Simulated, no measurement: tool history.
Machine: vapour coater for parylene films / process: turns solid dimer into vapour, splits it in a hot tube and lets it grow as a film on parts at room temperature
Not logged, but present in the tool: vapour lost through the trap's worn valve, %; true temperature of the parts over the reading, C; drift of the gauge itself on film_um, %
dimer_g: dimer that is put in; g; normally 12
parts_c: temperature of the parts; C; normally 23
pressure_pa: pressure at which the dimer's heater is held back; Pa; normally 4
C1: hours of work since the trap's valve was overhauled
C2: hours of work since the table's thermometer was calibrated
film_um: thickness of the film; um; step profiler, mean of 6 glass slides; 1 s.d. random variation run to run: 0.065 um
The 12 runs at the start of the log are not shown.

Run 13, hour 480.9: usual settings but dimer_g 18 g; C1 61; C2 1210. Result: film_um 11.78 um.
Run 14, hour 510.2: usual settings but dimer_g 18 g; C1 84; C2 1233. Result: film_um 11.61 um.
Run 15, hour 548.8: usual settings but dimer_g 18 g; C1 114; C2 1263. Result: film_um 11.52 um.
Run 16, hour 601.1: usual settings but dimer_g 18 g; C1 154; C2 1303. Result: film_um 11.56 um.
Run 17, hour 639.1: usual settings; C1 184; C2 1333. Result: film_um 7.57 um.
Run 18, hour 689.6: usual settings; C1 223; C2 1372. Result: film_um 7.45 um.
At hour 702.8: trap's valve overhauled.
Run 19, hour 742.2: usual settings; C1 31; C2 1410. Result: film_um 7.99 um.
At hour 745.5: table's thermometer calibrated.
Run 20, hour 783.4: usual settings; C1 62; C2 29. Result: film_um 7.88 um.
Run 21, hour 822.3: usual settings; C1 92; C2 59. Result: film_um 7.88 um.
Run 22, hour 844.8: usual settings but parts_c 17 C, pressure_pa 11.99 Pa; C1 109; C2 77. Result: film_um 7.49 um.
Run 23, hour 874.7: usual settings but pressure_pa 7.66 Pa; C1 132; C2 100. Result: film_um 6.71 um.
Run 24, hour 918.8: usual settings but dimer_g 10 g, parts_c 26 C, pressure_pa 7.66 Pa; C1 167; C2 134. Result: film_um 5.25 um.
Run 25, hour 958.7: usual settings but dimer_g 10 g, parts_c 26 C, pressure_pa 7.66 Pa; C1 197; C2 165. Result: film_um 5.21 um.
Run 26, hour 986.1: usual settings but dimer_g 8 g, parts_c 24 C, pressure_pa 6.06 Pa; C1 219; C2 186. Result: film_um 4.56 um.

What does the tool deliver on the next run?
At hour 1004.5: table's thermometer calibrated, once more.
At hour 1008.5: trap's valve overhauled.
Run 27, hour 1030.3: usual settings but dimer_g 21 g, pressure_pa 4.37 Pa; C1 17; C2 17. Result: film_um ?.

film_um: 13.08 um
Minus the tool's unlogged condition, the same run would have read film_um 13.16 um.

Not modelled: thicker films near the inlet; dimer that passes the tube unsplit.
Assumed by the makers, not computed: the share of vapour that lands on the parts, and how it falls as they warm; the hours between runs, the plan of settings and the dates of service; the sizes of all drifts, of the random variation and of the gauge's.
